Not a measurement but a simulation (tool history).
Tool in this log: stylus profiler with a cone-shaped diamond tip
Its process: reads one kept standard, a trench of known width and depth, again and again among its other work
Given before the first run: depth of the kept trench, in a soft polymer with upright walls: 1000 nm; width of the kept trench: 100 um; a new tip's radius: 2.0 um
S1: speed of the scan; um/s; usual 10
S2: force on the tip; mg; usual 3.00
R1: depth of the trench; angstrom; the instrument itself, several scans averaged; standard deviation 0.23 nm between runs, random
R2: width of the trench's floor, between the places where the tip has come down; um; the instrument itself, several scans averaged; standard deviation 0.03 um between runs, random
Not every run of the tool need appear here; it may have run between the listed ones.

run,hour,S1,S2,R1,R2
1,0.0,10,3.00,10155.5,95.53
2,17.1,3,3.00,10154.9,95.57
3,40.7,10,2.55,10142.8,95.55
4,71.7,10,2.55,10146.1,95.49
5,97.4,10,3.00,10154.2,95.42
6,120.4,10,3.00,10159.7,95.43
7,136.7,10,3.00,10160.2,95.42
8,165.7,10,3.00,10159.3,95.41
9,189.1,10,3.00,10161.7,95.38
10,208.2,39,3.00,10163.4,95.32
11,232.2,2,3.00,10162.1,95.36
12,252.1,2,3.00,10162.7,95.36
13,283.5,2,3.00,10159.3,95.31
14,306.9,2,3.00,10168.7,95.37
15,320.1,2,1.59,10125.1,95.28
16,344.6,2,1.59,10136.2,95.22
17,359.5,2,1.59,10138.1,95.29
18,373.6,13,1.26,10126.1,95.28
19,395.5,10,2.91,10172.9,95.23
20,428.3,33,3.76,10134.5,95.16
21,448.9,8,2.89,10114.3,95.22
22,479.3,8,3.01,10117.5,95.23
23,510.2,12,3.01,10117.6,95.17
24,538.3,5,1.06,10062.7,95.13
25,554.7,25,1.22,10074.5,95.09
26,571.7,17,4.74,10163.9,95.15
27,585.7,17,4.74,10157.6,95.09
28,600.6,17,4.74,10163.9,95.14
29,621.6,37,3.48,10131.7,95.07
30,635.6,37,3.48,10138.1,95.04
31,661.0,37,3.48,10135.9,95.01
32,687.8,37,3.48,10139.4,94.99

Not shown: 2 entries that the log had between the listed runs. Between which runs, and how does the tool's hidden state differ before and after?
From run 15 to run 16: height scale calibrated on a step standard (hour 323.6)
  radius of the tip, um: 3.23 -> 3.25; height scale over the true one, %: 0.541 -> 0.644
  measured minus no-state result, R1: +54.5 -> +64.9 angstrom; R2: -1.22 -> -1.23 um
From run 19 to run 20: height scale calibrated on a step standard, once more (hour 403.1)
  radius of the tip, um: 3.29 -> 3.31; height scale over the true one, %: 0.662 -> 0.052
  measured minus no-state result, R1: +67.0 -> +5.2 angstrom; R2: -1.27 -> -1.28 um

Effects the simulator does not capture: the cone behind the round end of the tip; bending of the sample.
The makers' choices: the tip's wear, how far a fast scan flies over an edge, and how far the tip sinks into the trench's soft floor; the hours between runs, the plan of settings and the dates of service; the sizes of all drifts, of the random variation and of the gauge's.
